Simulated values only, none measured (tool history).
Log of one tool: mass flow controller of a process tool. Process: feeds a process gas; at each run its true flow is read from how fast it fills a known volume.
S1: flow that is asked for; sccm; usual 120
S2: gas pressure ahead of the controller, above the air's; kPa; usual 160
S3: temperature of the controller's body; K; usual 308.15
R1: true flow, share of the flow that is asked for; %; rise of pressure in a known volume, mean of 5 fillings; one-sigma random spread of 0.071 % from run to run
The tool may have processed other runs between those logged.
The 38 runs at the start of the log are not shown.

Run 39, day 211.004: usual settings but S1 104 sccm, S2 158 kPa. Result: R1 101.59 %.
Run 40, day 216.967: usual settings but S1 104 sccm, S2 158 kPa, S3 296.15 K. Result: R1 100.89 %.
Run 41, day 221.092: usual settings but S1 104 sccm, S2 158 kPa, S3 304.15 K. Result: R1 101.29 %.
Run 42, day 228.525: usual settings but S2 184 kPa. Result: R1 101.68 %.
Run 43, day 233.354: usual settings but S2 184 kPa. Result: R1 101.63 %.
Run 44, day 239.246: usual settings but S2 184 kPa. Result: R1 101.72 %.
Run 45, day 243.175: usual settings but S2 184 kPa, S3 299.15 K. Result: R1 101.12 %.
Run 46, day 250.729: usual settings but S2 184 kPa, S3 299.15 K. Result: R1 101.25 %.
Run 47, day 256.400: usual settings but S1 102 sccm, S2 272 kPa, S3 296.15 K. Result: R1 100.57 %.
Run 48, day 260.346: usual settings but S2 271 kPa, S3 309.15 K. Result: R1 101.42 %.
Run 49, day 264.346: usual settings but S1 91 sccm, S2 213 kPa, S3 309.15 K. Result: R1 101.66 %.

3 options for the next run, each taken on its own from the tool as it stands now. Forecast them:
Run A, day 269.533: usual settings but S1 111 sccm, S2 206 kPa, S3 305.15 K. Result: R1 ?.
Run B, day 269.533: usual settings but S1 23 sccm, S2 182 kPa, S3 304.15 K. Result: R1 ?.
Run C, day 269.533: usual settings but S1 39 sccm, S3 301.15 K. Result: R1 ?.

run      R1
  A  101.48
  B  103.91
  C  102.25
What these runs would have given with no unlogged condition in the tool:
run     R1
  A  99.24
  B  98.21
  C  98.34

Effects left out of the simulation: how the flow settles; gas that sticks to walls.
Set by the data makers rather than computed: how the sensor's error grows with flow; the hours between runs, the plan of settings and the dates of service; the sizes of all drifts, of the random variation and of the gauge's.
